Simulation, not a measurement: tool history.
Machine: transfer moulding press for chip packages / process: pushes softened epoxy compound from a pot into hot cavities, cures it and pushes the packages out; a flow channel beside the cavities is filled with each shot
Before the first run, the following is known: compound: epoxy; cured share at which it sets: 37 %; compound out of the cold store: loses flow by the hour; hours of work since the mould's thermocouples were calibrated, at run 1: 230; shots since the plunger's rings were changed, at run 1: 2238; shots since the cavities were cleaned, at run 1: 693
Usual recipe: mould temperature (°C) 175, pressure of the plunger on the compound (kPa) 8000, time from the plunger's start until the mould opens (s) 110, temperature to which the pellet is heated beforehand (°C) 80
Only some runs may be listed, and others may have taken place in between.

run,hour,mould temperature (°C),pressure of the plunger on the compound (kPa),time from the plunger's start until the mould opens (s),temperature to which the pellet is heated beforehand (°C),hours of work since the mould's thermocouples were calibrated,shots since the plunger's rings were changed,shots since the cavities were cleaned,incoming compound's hours out of the cold store,length that the compound runs in the flow channel (mm),greatest force on the pins that push the packages out (N)
1,0,175,8000,110,80,230,2238,693,17.7,953,581
# hour 19: cavities cleaned with cleaning compound and waxed
2,28.6,175,8000,110,80,251,2581,123,27.4,946,443
3,43.6,175,8000,110,80,262,2769,311,47.1,901,503
4,58.4,173,8000,110,80,273,2956,498,39.4,916,624
5,77.9,175,8000,110,80,288,3203,745,16.6,947,580
# hour 91.6: cavities cleaned with cleaning compound and waxed
6,103,175,8000,110,80,307,3500,144,12.1,966,467
7,118.2,172,8000,110,80,318,3692,336,15.9,961,647
# hour 133.5: plunger's sealing rings changed
8,147.6,175,8000,110,80,339,178,675,11.4,1009,603
# hour 165.9: cavities cleaned with cleaning compound and waxed
9,171.1,175,8000,110,80,356,455,66,33.3,944,441
# hour 186.1: mould's thermocouples calibrated
10,201.5,175,8000,110,80,12,813,424,35.7,917,531
11,222.4,175,8000,110,80,28,1077,688,40,927,556
# hour 239.6: cavities cleaned with cleaning compound and waxed
12,249.2,175,8000,110,80,47,1397,122,13.3,980,460
13,276.3,175,8000,110,86,68,1739,464,34,927,530
14,304.3,172,8000,110,86,90,2092,817,13.8,982,735
# hour 311.9: cavities cleaned with cleaning compound and waxed
15,334.7,172,8000,95,77,112,2457,289,27.5,958,834
16,354.5,179,9950,97,80,127,2706,538,22.1,1031,538
17,373.4,183,6500,105,87,141,2944,776,37.6,784,442
# hour 384.1: cavities cleaned with cleaning compound and waxed
18,397.3,181,6070,117,83,158,3227,167,18.8,798,369
19,421.2,181,6070,117,83,177,3529,469,46.5,748,414
# hour 450.8: plunger's sealing rings changed
20,456.2,180,9830,146,72,202,69,879,16.1,1059,435
# hour 459.1: cavities cleaned with cleaning compound and waxed
21,474.6,180,7610,146,77,215,282,195,10.1,944,358
22,490.5,178,7540,121,88,227,483,396,11.7,944,430
23,504.8,175,6750,110,80,238,664,577,20.5,885,549
24,521.3,175,7800,149,80,250,871,784,39.3,929,448
# hour 530.9: cavities cleaned with cleaning compound and waxed
25,543.9,175,7800,149,80,267,1137,164,32.8,931,366
26,557.5,175,7800,149,80,277,1309,336,35.3,919,408
27,580.7,175,9870,91,80,295,1601,628,38.4,1031,807
# hour 602.4: cavities cleaned with cleaning compound and waxed
28,602.4,175,9870,91,80,310,1856,0,47.4,986,581

Describe how what the log doesn't record of the tool's condition differs between the last listed run preceding each entry between runs and the first listed run following it.
In the gap between runs 1 and 2: cavities cleaned with cleaning compound and waxed (hour 19)
  true mould temperature over the reading, C: -0.61 -> -0.65; pressure that reaches the compound, % of what is set: 95.1 -> 94.38; grip of the stained cavities, % over clean ones': 40.3 -> 10.8
  the result without the hidden state subtracted from the measured one, length that the compound runs in the flow channel (mm): -21 -> -24; greatest force on the pins that push the packages out (N): +181 -> +58
In the gap between runs 5 and 6: cavities cleaned with cleaning compound and waxed (hour 91.6)
  true mould temperature over the reading, C: -0.71 -> -0.74; pressure that reaches the compound, % of what is set: 93.04 -> 92.39; grip of the stained cavities, % over clean ones': 41.3 -> 10.8
  the result without the hidden state subtracted from the measured one, length that the compound runs in the flow channel (mm): -31 -> -34; greatest force on the pins that push the packages out (N): +187 -> +66
In the gap between runs 7 and 8: plunger's sealing rings changed (hour 133.5)
  true mould temperature over the reading, C: -0.76 -> -0.79; pressure that reaches the compound, % of what is set: 91.95 -> 99.52; grip of the stained cavities, % over clean ones': 23.6 -> 38.7
  the result without the hidden state subtracted from the measured one, length that the compound runs in the flow channel (mm): -36 -> +3; greatest force on the pins that push the packages out (N): +155 -> +192
In the gap between runs 8 and 9: cavities cleaned with cleaning compound and waxed (hour 165.9)
  true mould temperature over the reading, C: -0.79 -> -0.82; pressure that reaches the compound, % of what is set: 99.52 -> 98.92; grip of the stained cavities, % over clean ones': 38.7 -> 6.7
  the result without the hidden state subtracted from the measured one, length that the compound runs in the flow channel (mm): +3 -> +0; greatest force on the pins that push the packages out (N): +192 -> +47
In the gap between runs 9 and 10: mould's thermocouples calibrated (hour 186.1)
  true mould temperature over the reading, C: -0.82 -> -0.12; pressure that reaches the compound, % of what is set: 98.92 -> 98.1; grip of the stained cavities, % over clean ones': 6.7 -> 30
  the result without the hidden state subtracted from the measured one, length that the compound runs in the flow channel (mm): +0 -> -9; greatest force on the pins that push the packages out (N): +47 -> +125
In the gap between runs 11 and 12: cavities cleaned with cleaning compound and waxed (hour 239.6)
  true mould temperature over the reading, C: -0.14 -> -0.17; pressure that reaches the compound, % of what is set: 97.52 -> 96.88; grip of the stained cavities, % over clean ones': 40.7 -> 11.3
  the result without the hidden state subtracted from the measured one, length that the compound runs in the flow channel (mm): -11 -> -15; greatest force on the pins that push the packages out (N): +165 -> +51
In the gap between runs 14 and 15: cavities cleaned with cleaning compound and waxed (hour 311.9)
  true mould temperature over the reading, C: -0.25 -> -0.28; pressure that reaches the compound, % of what is set: 95.5 -> 94.76; grip of the stained cavities, % over clean ones': 44.3 -> 20.7
  the result without the hidden state subtracted from the measured one, length that the compound runs in the flow channel (mm): -22 -> -24; greatest force on the pins that push the packages out (N): +236 -> +159
In the gap between runs 17 and 18: cavities cleaned with cleaning compound and waxed (hour 384.1)
  true mould temperature over the reading, C: -0.33 -> -0.36; pressure that reaches the compound, % of what is set: 93.69 -> 93.06; grip of the stained cavities, % over clean ones': 42.1 -> 13.3
  the result without the hidden state subtracted from the measured one, length that the compound runs in the flow channel (mm): -25 -> -27; greatest force on the pins that push the packages out (N): +133 -> +45
In the gap between runs 19 and 20: plunger's sealing rings changed (hour 450.8)
  true mould temperature over the reading, C: -0.39 -> -0.44; pressure that reaches the compound, % of what is set: 92.41 -> 99.48; grip of the stained cavities, % over clean ones': 30.8 -> 45.7
  the result without the hidden state subtracted from the measured one, length that the compound runs in the flow channel (mm): -29 -> +0; greatest force on the pins that push the packages out (N): +99 -> +137
In the gap between runs 20 and 21: cavities cleaned with cleaning compound and waxed (hour 459.1)
  true mould temperature over the reading, C: -0.44 -> -0.46; pressure that reaches the compound, % of what is set: 99.48 -> 99.07; grip of the stained cavities, % over clean ones': 45.7 -> 14.8
  the result without the hidden state subtracted from the measured one, length that the compound runs in the flow channel (mm): +0 -> -2; greatest force on the pins that push the packages out (N): +137 -> +47
In the gap between runs 24 and 25: cavities cleaned with cleaning compound and waxed (hour 530.9)
  true mould temperature over the reading, C: -0.52 -> -0.54; pressure that reaches the compound, % of what is set: 97.86 -> 97.36; grip of the stained cavities, % over clean ones': 42.8 -> 14.6
  the result without the hidden state subtracted from the measured one, length that the compound runs in the flow channel (mm): -7 -> -9; greatest force on the pins that push the packages out (N): +137 -> +48
In the gap between runs 27 and 28: cavities cleaned with cleaning compound and waxed (hour 602.4)
  true mould temperature over the reading, C: -0.59 -> -0.61; pressure that reaches the compound, % of what is set: 96.32 -> 95.75; grip of the stained cavities, % over clean ones': 38.5 -> 1.9
  the result without the hidden state subtracted from the measured one, length that the compound runs in the flow channel (mm): -16 -> -18; greatest force on the pins that push the packages out (N): +253 -> +37
